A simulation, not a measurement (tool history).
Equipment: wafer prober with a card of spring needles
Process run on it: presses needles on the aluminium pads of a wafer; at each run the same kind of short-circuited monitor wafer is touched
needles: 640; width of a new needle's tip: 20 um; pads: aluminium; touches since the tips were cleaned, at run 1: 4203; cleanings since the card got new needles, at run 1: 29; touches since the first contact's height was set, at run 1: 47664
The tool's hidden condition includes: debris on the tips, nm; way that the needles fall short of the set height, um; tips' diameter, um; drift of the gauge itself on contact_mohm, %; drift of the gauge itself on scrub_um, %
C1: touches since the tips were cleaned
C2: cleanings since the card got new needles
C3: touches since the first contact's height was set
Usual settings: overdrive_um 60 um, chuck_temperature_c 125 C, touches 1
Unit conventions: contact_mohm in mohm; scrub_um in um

Run 1, hour 0.0: usual settings; C1 4203; C2 29; C3 47664. Result: contact_mohm 460 mohm, scrub_um 16.08 um.
At hour 1.9: tips cleaned on abrasive film.
Run 2, hour 9.0: usual settings; C1 4403; C2 30; C3 53215. Result: contact_mohm 470 mohm, scrub_um 16.09 um.
At hour 10.7: tips cleaned on abrasive film.
Run 3, hour 15.6: usual settings but chuck_temperature_c 38 C; C1 3044; C2 31; C3 57212. Result: contact_mohm 435 mohm, scrub_um 16.00 um.
At hour 19.8: tips cleaned on abrasive film.
Run 4, hour 22.7: usual settings but chuck_temperature_c 38 C; C1 1761; C2 32; C3 61542. Result: contact_mohm 392 mohm, scrub_um 15.99 um.
At hour 28.7: tips cleaned on abrasive film.
Run 5, hour 31.8: usual settings but chuck_temperature_c 38 C; C1 1936; C2 33; C3 67165. Result: contact_mohm 390 mohm, scrub_um 15.98 um.
Run 6, hour 35.8: usual settings but chuck_temperature_c 38 C; C1 4391; C2 33; C3 69620. Result: contact_mohm 484 mohm, scrub_um 16.02 um.
At hour 37.5: tips cleaned on abrasive film.
Run 7, hour 44.9: usual settings but overdrive_um 46 um, chuck_temperature_c 38 C; C1 4647; C2 34; C3 75248. Result: contact_mohm 648 mohm, scrub_um 12.16 um.
At hour 46.5: tips cleaned on abrasive film.
Run 8, hour 51.0: usual settings but chuck_temperature_c 122 C; C1 2809; C2 35; C3 78948. Result: contact_mohm 434 mohm, scrub_um 15.95 um.
At hour 55.5: tips cleaned on abrasive film.
Run 9, hour 58.4: usual settings but chuck_temperature_c 122 C; C1 1821; C2 36; C3 83473. Result: contact_mohm 408 mohm, scrub_um 15.88 um.
At hour 64.2: tips cleaned on abrasive film.
Run 10, hour 64.4: usual settings but overdrive_um 76 um, chuck_temperature_c 122 C; C1 177; C2 37; C3 87162. Result: contact_mohm 305 mohm, scrub_um 20.15 um.
Run 11, hour 71.6: usual settings but overdrive_um 76 um, chuck_temperature_c 122 C; C1 4626; C2 37; C3 91611. Result: contact_mohm 414 mohm, scrub_um 20.33 um.
At hour 72.9: tips cleaned on abrasive film.
Run 12, hour 79.3: usual settings but chuck_temperature_c 40 C, touches 2; C1 3981; C2 38; C3 96305. Result: contact_mohm 391 mohm, scrub_um 15.88 um.
At hour 81.4: tips cleaned on abrasive film.
Run 13, hour 85.7: usual settings but chuck_temperature_c 40 C, touches 2; C1 2619; C2 39; C3 100213. Result: contact_mohm 376 mohm, scrub_um 15.79 um.
Run 14, hour 89.8: usual settings but overdrive_um 65 um, chuck_temperature_c 67 C; C1 5154; C2 39; C3 102748. Result: contact_mohm 485 mohm, scrub_um 17.18 um.
At hour 90.3: tips cleaned on abrasive film.
Run 15, hour 97.1: usual settings but overdrive_um 65 um, chuck_temperature_c 67 C; C1 4246; C2 40; C3 107271. Result: contact_mohm 461 mohm, scrub_um 17.09 um.
At hour 99.5: tips cleaned on abrasive film.
Run 16, hour 104.7: usual settings but overdrive_um 65 um, chuck_temperature_c 67 C; C1 3259; C2 41; C3 111915. Result: contact_mohm 440 mohm, scrub_um 17.19 um.
At hour 108.5: tips cleaned on abrasive film.
Run 17, hour 110.4: usual settings but touches 3; C1 1142; C2 42; C3 115371. Result: contact_mohm 316 mohm, scrub_um 15.71 um.
At hour 114.4: height of the first contact set anew.
At hour 117.8: tips cleaned on abrasive film.
Run 18, hour 119.5: usual settings but overdrive_um 64 um, chuck_temperature_c 110 C; C1 1009; C2 43; C3 3100. Result: contact_mohm 354 mohm, scrub_um 17.46 um.
Run 19, hour 123.8: usual settings but overdrive_um 64 um, chuck_temperature_c 110 C; C1 3687; C2 43; C3 5778. Result: contact_mohm 445 mohm, scrub_um 17.44 um.
At hour 126.8: tips cleaned on abrasive film.
Run 20, hour 131.5: usual settings but overdrive_um 41 um, chuck_temperature_c 32 C, touches 3; C1 2900; C2 44; C3 10487. Result: contact_mohm 400 mohm, scrub_um 11.14 um.
At hour 135.8: tips cleaned on abrasive film.
Run 21, hour 137.3: usual settings but overdrive_um 74 um, chuck_temperature_c 39 C; C1 929; C2 45; C3 14053. Result: contact_mohm 308 mohm, scrub_um 20.07 um.
At hour 144.5: tips cleaned on abrasive film.
Run 22, hour 144.5: usual settings but chuck_temperature_c 36 C; C1 0; C2 46; C3 18459. Result: contact_mohm 277 mohm, scrub_um 16.27 um.

Consider 3 possible next runs. They are alternatives, not a sequence: every one starts from the tool as it was left by run 22. What does each give?
Run A, hour 151.2: usual settings but overdrive_um 48 um, chuck_temperature_c 27 C, touches 2; C1 4169; C2 46; C3 22628. Result: contact_mohm ?, scrub_um ?.
Run B, hour 151.2: usual settings but chuck_temperature_c 37 C; C1 4169; C2 46; C3 22628. Result: contact_mohm ?, scrub_um ?.
Run C, hour 151.2: usual settings but touches 2; C1 4169; C2 46; C3 22628. Result: contact_mohm ?, scrub_um ?.

run  contact_mohm  scrub_um
  A           467     12.91
  B           486     16.21
  C           407     16.24
Had the tool no hidden state, the same runs would have come out as:
run  contact_mohm  scrub_um
  A           263     13.03
  B           263     16.32
  C           291     16.35
